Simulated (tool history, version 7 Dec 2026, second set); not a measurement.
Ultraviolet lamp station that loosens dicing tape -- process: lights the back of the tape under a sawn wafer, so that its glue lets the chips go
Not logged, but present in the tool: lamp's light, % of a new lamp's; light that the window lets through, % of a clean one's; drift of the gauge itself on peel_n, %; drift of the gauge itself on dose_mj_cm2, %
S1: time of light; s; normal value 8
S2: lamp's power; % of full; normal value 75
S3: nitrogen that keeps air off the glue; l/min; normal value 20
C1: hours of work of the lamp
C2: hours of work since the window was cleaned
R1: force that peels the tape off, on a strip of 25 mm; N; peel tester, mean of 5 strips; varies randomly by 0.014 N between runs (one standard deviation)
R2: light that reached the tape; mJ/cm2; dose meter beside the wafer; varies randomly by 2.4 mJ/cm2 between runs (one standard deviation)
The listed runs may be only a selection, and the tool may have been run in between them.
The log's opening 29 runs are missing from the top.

run   hour  S1  S2  S3   C1   C2     R1   R2
 30  323.9   6  82  28  242  317  0.703  203
 31  338.3   8  64   9  252  327  1.347  212
 32  350.0   5  61  20  260  335  1.767  126
 33  362.9  12  61  21  269  344  0.449  303
 34  372.2  12  61  21  276  350  0.442  302
 35  383.0   8  74  15  283  357  0.791  241
 36  394.6  13  99  30  291  365  0.225  533
 37  404.4  11  63  26  298  372  0.423  289
 38  414.4  11  63  26  305  379  0.432  287
 39  430.3   8  84   7  316  390  0.993  276
 40  443.0   9  94  14  325  399  0.456  349
 41  454.2   8  80  17  332  407  0.625  267
 42  467.5  15  80  24  341  416  0.244  499
 43  474.7  11  83  39  346  421  0.259  378
 44  491.2   8  83  39  358  432  0.385  274

Below are 3 alternative next runs, each starting from the tool's condition after run 44. Predict each:
  A  508.3   8   61  39  370  444   ?   ?
  B  508.3   8   83  39  370  444   ?   ?
  C  508.3   8  100  16  370  444   ?   ?

run     R1   R2
  A  0.645  202
  B  0.377  270
  C  0.442  328
Take away the tool's hidden state, keep each run's random variation, and the runs would have read:
run     R1   R2
  A  0.642  203
  B  0.376  271
  C  0.440  329
